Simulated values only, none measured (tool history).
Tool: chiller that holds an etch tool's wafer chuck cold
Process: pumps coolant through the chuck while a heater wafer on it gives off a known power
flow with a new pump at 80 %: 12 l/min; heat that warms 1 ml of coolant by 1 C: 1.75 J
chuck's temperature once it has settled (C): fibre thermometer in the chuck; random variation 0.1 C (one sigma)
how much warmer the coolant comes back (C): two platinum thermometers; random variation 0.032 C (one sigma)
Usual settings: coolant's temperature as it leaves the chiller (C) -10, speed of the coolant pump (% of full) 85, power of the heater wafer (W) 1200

run,day,coolant's temperature as it leaves the chiller (C),speed of the coolant pump (% of full),power of the heater wafer (W),chuck's temperature once it has settled (C),how much warmer the coolant comes back (C)
1,0.000,-10,85,1200,2.6,3.49
2,3.225,-10,85,1200,2.5,3.45
3,5.200,-10,85,1200,2.7,3.51
4,7.538,-10,85,1637,7.5,4.79
5,9.496,-1,85,1200,11.8,3.42
6,12.192,-10,83,1200,3.0,3.56
7,15.075,-10,83,687,-2.7,2.07
8,17.250,-10,85,1574,6.7,4.68
9,20.092,-10,85,1012,0.8,2.98
10,22.408,-10,85,1012,0.9,2.98
11,25.650,-10,85,1012,0.9,2.95
12,28.883,-10,85,1030,1.2,3.08
13,31.275,-18,85,1200,-5.2,3.53
14,33.729,-10,85,1574,6.9,4.66
15,35.350,-7,85,1200,6.0,3.53
16,38.692,-7,85,1200,5.9,3.59
17,40.617,-7,85,1200,6.0,3.51
18,43.458,-7,85,1200,5.9,3.55
19,45.983,-15,64,1651,6.2,6.52
20,48.525,-14,75,876,-3.6,3.01
21,51.083,-10,97,1200,2.2,3.14
22,53.646,-10,72,1527,8.5,5.44
23,57.388,-10,92,1192,2.4,3.30
24,59.721,-1,88,1428,14.5,4.17
25,62.375,-1,88,1428,14.4,4.17
26,64.921,-15,89,1773,4.2,5.07
27,68.688,-6,74,1773,15.3,6.14
28,70.767,-2,86,1234,11.6,3.73
29,73.229,-2,86,1234,11.6,3.73
30,76.662,-19,85,713,-11.1,2.19
31,78.717,-19,85,713,-11.1,2.15
32,81.588,-12,85,1189,1.3,3.62

Some steps in chuck's temperature once it has settled (C) between neighbouring runs. How much of each would the tool show without its hidden state too (settings, what came in, random variation), and how much is left for the hidden state, with any gauge scatter that isn't in both results?
The hidden state here: heat passed by the chuck's channels, % of clean ones'; flow at a given pump speed, % of a new pump's; coolant's true temperature over the reading, C; drift of the gauge itself on chuck_c, C; drift of the gauge itself on warmer_back_c, C.
Run 13 -> 14: coolant's temperature as it leaves the chiller (C) -18 -> -10, power of the heater wafer (W) 1200 -> 1574. chuck's temperature once it has settled (C) +12.1: hidden state +0.4, all else +11.7.
Run 18 -> 19: coolant's temperature as it leaves the chiller (C) -7 -> -15, speed of the coolant pump (% of full) 85 -> 64, power of the heater wafer (W) 1200 -> 1651. chuck's temperature once it has settled (C) +0.3: hidden state +0.8, all else -0.5.
Run 19 -> 20: coolant's temperature as it leaves the chiller (C) -15 -> -14, speed of the coolant pump (% of full) 64 -> 75, power of the heater wafer (W) 1651 -> 876. chuck's temperature once it has settled (C) -9.8: hidden state -1.0, all else -8.8.
Run 27 -> 28: coolant's temperature as it leaves the chiller (C) -6 -> -2, speed of the coolant pump (% of full) 74 -> 86, power of the heater wafer (W) 1773 -> 1234. chuck's temperature once it has settled (C) -3.7: hidden state -0.9, all else -2.8.
Run 29 -> 30: coolant's temperature as it leaves the chiller (C) -2 -> -19, speed of the coolant pump (% of full) 86 -> 85, power of the heater wafer (W) 1234 -> 713. chuck's temperature once it has settled (C) -22.7: hidden state -0.6, all else -22.1.
Run 31 -> 32: coolant's temperature as it leaves the chiller (C) -19 -> -12, power of the heater wafer (W) 713 -> 1189. chuck's temperature once it has settled (C) +12.4: hidden state +0.7, all else +11.7.

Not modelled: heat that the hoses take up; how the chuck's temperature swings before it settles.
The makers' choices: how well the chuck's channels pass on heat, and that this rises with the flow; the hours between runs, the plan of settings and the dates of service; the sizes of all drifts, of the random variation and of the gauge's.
